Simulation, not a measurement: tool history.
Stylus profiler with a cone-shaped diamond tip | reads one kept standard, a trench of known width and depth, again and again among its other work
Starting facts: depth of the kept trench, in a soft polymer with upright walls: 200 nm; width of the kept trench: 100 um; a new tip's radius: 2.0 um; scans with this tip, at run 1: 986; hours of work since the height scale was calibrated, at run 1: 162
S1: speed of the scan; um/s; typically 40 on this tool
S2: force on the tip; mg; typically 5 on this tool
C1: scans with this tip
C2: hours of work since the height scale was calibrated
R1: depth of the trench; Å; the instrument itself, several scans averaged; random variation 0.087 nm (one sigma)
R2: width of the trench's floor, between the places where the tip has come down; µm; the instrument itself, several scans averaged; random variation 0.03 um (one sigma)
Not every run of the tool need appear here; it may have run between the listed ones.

{"run": 1, "hour": 0.0, "S1": 40, "S2": 5, "C1": 986, "C2": 162, "R1": 2035.8, "R2": 98.07}
{"run": 2, "hour": 19.9, "S1": 40, "S2": 5, "C1": 1037, "C2": 170, "R1": 2036.5, "R2": 98.06}
{"run": 3, "hour": 36.5, "S1": 40, "S2": 5, "C1": 1079, "C2": 177, "R1": 2035.9, "R2": 98.06}
{"run": 4, "hour": 46.8, "S1": 61, "S2": 5, "C1": 1105, "C2": 182, "R1": 2035.9, "R2": 97.98}
{"run": 5, "hour": 65.9, "S1": 61, "S2": 5, "C1": 1154, "C2": 190, "R1": 2036.3, "R2": 97.94}
{"run": 6, "hour": 85.3, "S1": 61, "S2": 5, "C1": 1204, "C2": 198, "R1": 2036.6, "R2": 97.92}
{"run": 7, "hour": 95.6, "S1": 40, "S2": 5, "C1": 1230, "C2": 202, "R1": 2037.4, "R2": 98.06}
{"run": 8, "hour": 107.5, "S1": 40, "S2": 5, "C1": 1261, "C2": 207, "R1": 2036.4, "R2": 98.05}
{"run": 9, "hour": 125.6, "S1": 40, "S2": 4.61, "C1": 1307, "C2": 215, "R1": 2034.1, "R2": 98.06}
{"run": 10, "hour": 143.3, "S1": 158, "S2": 2.92, "C1": 1352, "C2": 222, "R1": 2027.2, "R2": 97.39}
{"run": 11, "hour": 154.3, "S1": 158, "S2": 2.92, "C1": 1380, "C2": 227, "R1": 2025.7, "R2": 97.31}

Run 12 comes next. What will it give?
{"run": 12, "hour": 168.0, "S1": 158, "S2": 2.92, "C1": 1415, "C2": 233, "R1": "?", "R2": "?"}

R1: 2026.1 Å
R2: 97.34 µm
On a tool with no hidden condition, and with the same random variation, this run would have come out at R1 2023.9 Å, R2 97.38 µm.
